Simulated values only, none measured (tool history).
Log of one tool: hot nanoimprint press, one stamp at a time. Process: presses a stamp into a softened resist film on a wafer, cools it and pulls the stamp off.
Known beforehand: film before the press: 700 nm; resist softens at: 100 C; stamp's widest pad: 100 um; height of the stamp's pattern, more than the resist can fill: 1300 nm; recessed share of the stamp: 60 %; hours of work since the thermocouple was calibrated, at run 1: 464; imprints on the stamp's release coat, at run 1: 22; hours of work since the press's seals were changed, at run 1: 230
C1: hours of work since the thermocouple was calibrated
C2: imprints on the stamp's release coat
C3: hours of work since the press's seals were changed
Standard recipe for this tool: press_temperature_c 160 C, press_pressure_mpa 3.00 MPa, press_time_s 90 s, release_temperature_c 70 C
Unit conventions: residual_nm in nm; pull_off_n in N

run 1 hour=0.0 | press_temperature_c=160 press_pressure_mpa=3.00 press_time_s=90 release_temperature_c=70 | C1=464 C2=22 C3=230 | residual_nm=399.7 pull_off_n=164
run 2 hour=16.4 | press_temperature_c=160 press_pressure_mpa=3.00 press_time_s=90 release_temperature_c=70 | C1=471 C2=63 C3=237 | residual_nm=401.3 pull_off_n=164
run 3 hour=34.4 | press_temperature_c=160 press_pressure_mpa=3.00 press_time_s=90 release_temperature_c=70 | C1=478 C2=107 C3=245 | residual_nm=399.5 pull_off_n=166
run 4 hour=45.9 | press_temperature_c=160 press_pressure_mpa=3.00 press_time_s=90 release_temperature_c=70 | C1=483 C2=136 C3=249 | residual_nm=400.0 pull_off_n=167
run 5 hour=63.5 | press_temperature_c=160 press_pressure_mpa=3.00 press_time_s=90 release_temperature_c=70 | C1=490 C2=179 C3=257 | residual_nm=400.9 pull_off_n=170
-- hour=72.2 plate thermocouple calibrated
run 6 hour=78.5 | press_temperature_c=160 press_pressure_mpa=3.00 press_time_s=90 release_temperature_c=70 | C1=3 C2=209 C3=262 | residual_nm=422.1 pull_off_n=174
run 7 hour=92.3 | press_temperature_c=160 press_pressure_mpa=3.00 press_time_s=90 release_temperature_c=70 | C1=8 C2=243 C3=268 | residual_nm=424.1 pull_off_n=177
run 8 hour=105.3 | press_temperature_c=160 press_pressure_mpa=3.00 press_time_s=90 release_temperature_c=70 | C1=14 C2=275 C3=273 | residual_nm=421.9 pull_off_n=179
run 9 hour=117.5 | press_temperature_c=160 press_pressure_mpa=3.00 press_time_s=160 release_temperature_c=70 | C1=19 C2=305 C3=278 | residual_nm=353.0 pull_off_n=180
run 10 hour=132.3 | press_temperature_c=160 press_pressure_mpa=3.00 press_time_s=160 release_temperature_c=70 | C1=25 C2=342 C3=284 | residual_nm=352.8 pull_off_n=182
run 11 hour=151.4 | press_temperature_c=169 press_pressure_mpa=3.00 press_time_s=90 release_temperature_c=70 | C1=33 C2=390 C3=292 | residual_nm=300.7 pull_off_n=184
run 12 hour=169.0 | press_temperature_c=160 press_pressure_mpa=3.00 press_time_s=90 release_temperature_c=70 | C1=40 C2=433 C3=299 | residual_nm=420.0 pull_off_n=185
run 13 hour=180.1 | press_temperature_c=160 press_pressure_mpa=3.40 press_time_s=90 release_temperature_c=70 | C1=45 C2=461 C3=304 | residual_nm=400.1 pull_off_n=188
run 14 hour=201.8 | press_temperature_c=160 press_pressure_mpa=3.00 press_time_s=90 release_temperature_c=70 | C1=54 C2=514 C3=313 | residual_nm=421.1 pull_off_n=188
run 15 hour=210.6 | press_temperature_c=160 press_pressure_mpa=3.00 press_time_s=90 release_temperature_c=70 | C1=58 C2=536 C3=317 | residual_nm=421.0 pull_off_n=188
run 16 hour=220.4 | press_temperature_c=160 press_pressure_mpa=3.00 press_time_s=129 release_temperature_c=73 | C1=62 C2=560 C3=321 | residual_nm=377.2 pull_off_n=179
run 17 hour=230.1 | press_temperature_c=160 press_pressure_mpa=3.00 press_time_s=129 release_temperature_c=73 | C1=66 C2=584 C3=325 | residual_nm=376.5 pull_off_n=179
run 18 hour=245.7 | press_temperature_c=153 press_pressure_mpa=2.99 press_time_s=129 release_temperature_c=73 | C1=72 C2=623 C3=331 | residual_nm=487.1 pull_off_n=181
-- hour=261.0 stamp cleaned and given a new release coat
run 19 hour=271.0 | press_temperature_c=153 press_pressure_mpa=2.99 press_time_s=129 release_temperature_c=73 | C1=80 C2=25 C3=339 | residual_nm=487.7 pull_off_n=158
run 20 hour=288.8 | press_temperature_c=153 press_pressure_mpa=2.99 press_time_s=87 release_temperature_c=70 | C1=88 C2=69 C3=347 | residual_nm=531.3 pull_off_n=168
run 21 hour=298.7 | press_temperature_c=149 press_pressure_mpa=3.00 press_time_s=90 release_temperature_c=66 | C1=92 C2=93 C3=351 | residual_nm=580.1 pull_off_n=180
run 22 hour=315.9 | press_temperature_c=153 press_pressure_mpa=3.95 press_time_s=90 release_temperature_c=61 | C1=99 C2=136 C3=358 | residual_nm=482.1 pull_off_n=200
run 23 hour=328.6 | press_temperature_c=159 press_pressure_mpa=2.19 press_time_s=62 release_temperature_c=59 | C1=104 C2=167 C3=363 | residual_nm=528.8 pull_off_n=206
run 24 hour=339.2 | press_temperature_c=159 press_pressure_mpa=2.19 press_time_s=62 release_temperature_c=59 | C1=109 C2=193 C3=368 | residual_nm=529.6 pull_off_n=211
run 25 hour=352.3 | press_temperature_c=160 press_pressure_mpa=2.65 press_time_s=51 release_temperature_c=70 | C1=114 C2=226 C3=373 | residual_nm=508.4 pull_off_n=175
run 26 hour=366.9 | press_temperature_c=165 press_pressure_mpa=3.00 press_time_s=90 release_temperature_c=70 | C1=120 C2=262 C3=379 | residual_nm=347.7 pull_off_n=179
run 27 hour=383.0 | press_temperature_c=149 press_pressure_mpa=3.00 press_time_s=90 release_temperature_c=56 | C1=127 C2=302 C3=386 | residual_nm=581.0 pull_off_n=236

Consider 5 possible next runs. They are alternatives, not a sequence: every one starts from the tool as it was left by run 27. What does each give?
run A hour=402.4 | press_temperature_c=160 press_pressure_mpa=2.24 press_time_s=172 release_temperature_c=69 | C1=135 C2=350 C3=394 | residual_nm=? pull_off_n=?
run B hour=402.4 | press_temperature_c=164 press_pressure_mpa=3.00 press_time_s=90 release_temperature_c=56 | C1=135 C2=350 C3=394 | residual_nm=? pull_off_n=?
run C hour=402.4 | press_temperature_c=160 press_pressure_mpa=2.50 press_time_s=90 release_temperature_c=70 | C1=135 C2=350 C3=394 | residual_nm=? pull_off_n=?
run D hour=402.4 | press_temperature_c=149 press_pressure_mpa=3.00 press_time_s=90 release_temperature_c=60 | C1=135 C2=350 C3=394 | residual_nm=? pull_off_n=?
run E hour=402.4 | press_temperature_c=160 press_pressure_mpa=3.26 press_time_s=49 release_temperature_c=66 | C1=135 C2=350 C3=394 | residual_nm=? pull_off_n=?

run=A residual_nm=388.6 pull_off_n=185
run=B residual_nm=361.7 pull_off_n=231
run=C residual_nm=449.1 pull_off_n=180
run=D residual_nm=580.5 pull_off_n=218
run=E residual_nm=477.6 pull_off_n=192
The same runs, with their run-to-run variation unchanged, on a tool lacking any hidden condition would have given:
run=A residual_nm=388.6 pull_off_n=169
run=B residual_nm=360.6 pull_off_n=211
run=C residual_nm=448.8 pull_off_n=165
run=D residual_nm=580.2 pull_off_n=199
run=E residual_nm=476.4 pull_off_n=176

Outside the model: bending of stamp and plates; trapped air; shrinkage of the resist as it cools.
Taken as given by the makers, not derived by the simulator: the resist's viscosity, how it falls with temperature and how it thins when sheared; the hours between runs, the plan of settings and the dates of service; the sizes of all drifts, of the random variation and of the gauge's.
